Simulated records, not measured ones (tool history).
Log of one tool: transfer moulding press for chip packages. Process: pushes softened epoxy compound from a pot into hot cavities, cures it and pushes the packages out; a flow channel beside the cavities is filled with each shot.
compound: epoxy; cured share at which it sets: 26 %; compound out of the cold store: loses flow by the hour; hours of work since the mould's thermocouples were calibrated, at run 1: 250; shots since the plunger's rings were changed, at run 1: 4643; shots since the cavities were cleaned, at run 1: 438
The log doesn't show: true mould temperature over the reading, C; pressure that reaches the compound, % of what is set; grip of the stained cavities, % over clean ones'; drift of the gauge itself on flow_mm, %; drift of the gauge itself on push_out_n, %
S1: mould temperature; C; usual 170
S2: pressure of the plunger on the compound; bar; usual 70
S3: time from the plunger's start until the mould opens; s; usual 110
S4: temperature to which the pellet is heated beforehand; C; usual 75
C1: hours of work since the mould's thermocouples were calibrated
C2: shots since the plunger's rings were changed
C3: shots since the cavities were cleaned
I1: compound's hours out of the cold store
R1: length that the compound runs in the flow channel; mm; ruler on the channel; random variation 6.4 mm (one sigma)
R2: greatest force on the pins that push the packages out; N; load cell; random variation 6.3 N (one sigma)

run 1 hour=0.0 | S1=170 S2=70 S3=110 S4=75 | C1=250 C2=4643 C3=438 | I1=31.1 | R1=670 R2=403
-- hour=8.0 cavities cleaned with cleaning compound and waxed
-- hour=29.8 plunger's sealing rings changed
-- hour=47.3 cavities cleaned with cleaning compound and waxed
run 2 hour=47.3 | S1=170 S2=70 S3=110 S4=75 | C1=283 C2=229 C3=0 | I1=40.8 | R1=688 R2=241
-- hour=88.3 cavities cleaned with cleaning compound and waxed
-- hour=95.6 mould's thermocouples calibrated
run 3 hour=102.7 | S1=170 S2=70 S3=110 S4=75 | C1=6 C2=976 C3=178 | I1=46.9 | R1=656 R2=304
-- hour=127.9 cavities cleaned with cleaning compound and waxed
run 4 hour=150.9 | S1=170 S2=70 S3=110 S4=75 | C1=43 C2=1648 C3=331 | I1=16.0 | R1=772 R2=390
-- hour=166.9 cavities cleaned with cleaning compound and waxed
-- hour=208.5 cavities cleaned with cleaning compound and waxed
run 5 hour=222.4 | S1=170 S2=70 S3=110 S4=75 | C1=97 C2=2634 C3=200 | I1=14.3 | R1=774 R2=337
-- hour=248.2 cavities cleaned with cleaning compound and waxed
run 6 hour=270.9 | S1=170 S2=70 S3=110 S4=75 | C1=134 C2=3309 C3=326 | I1=26.1 | R1=709 R2=379
-- hour=284.8 cavities cleaned with cleaning compound and waxed
-- hour=325.3 cavities cleaned with cleaning compound and waxed
run 7 hour=338.5 | S1=170 S2=70 S3=110 S4=75 | C1=186 C2=4238 C3=189 | I1=13.8 | R1=751 R2=342
-- hour=364.2 cavities cleaned with cleaning compound and waxed
run 8 hour=385.2 | S1=170 S2=70 S3=110 S4=75 | C1=222 C2=4888 C3=302 | I1=40.9 | R1=617 R2=361
-- hour=395.5 plunger's sealing rings changed
-- hour=405.3 cavities cleaned with cleaning compound and waxed
run 9 hour=429.5 | S1=170 S2=70 S3=110 S4=75 | C1=254 C2=467 C3=348 | I1=15.9 | R1=791 R2=410
-- hour=447.0 cavities cleaned with cleaning compound and waxed
-- hour=484.7 cavities cleaned with cleaning compound and waxed
run 10 hour=484.7 | S1=170 S2=70 S3=110 S4=75 | C1=295 C2=1218 C3=0 | I1=31.0 | R1=720 R2=252
-- hour=519.4 mould's thermocouples calibrated
-- hour=524.6 cavities cleaned with cleaning compound and waxed
run 11 hour=547.4 | S1=170 S2=70 S3=110 S4=75 | C1=21 C2=2069 C3=327 | I1=34.9 | R1=689 R2=366
-- hour=561.8 cavities cleaned with cleaning compound and waxed
run 12 hour=589.1 | S1=170 S2=70 S3=110 S4=75 | C1=53 C2=2647 C3=392 | I1=44.0 | R1=636 R2=377

Forecast run 13:
-- hour=601.3 cavities cleaned with cleaning compound and waxed
-- hour=637.4 cavities cleaned with cleaning compound and waxed
run 13 hour=641.4 | S1=170 S2=70 S3=110 S4=75 | C1=92 C2=3357 C3=58 | I1=20.0 | R1=? R2=?

{"run 13": {"R1": 731, "R2": 279}}
Without the tool's hidden state the same run would have given R1 783 mm, R2 248 N.
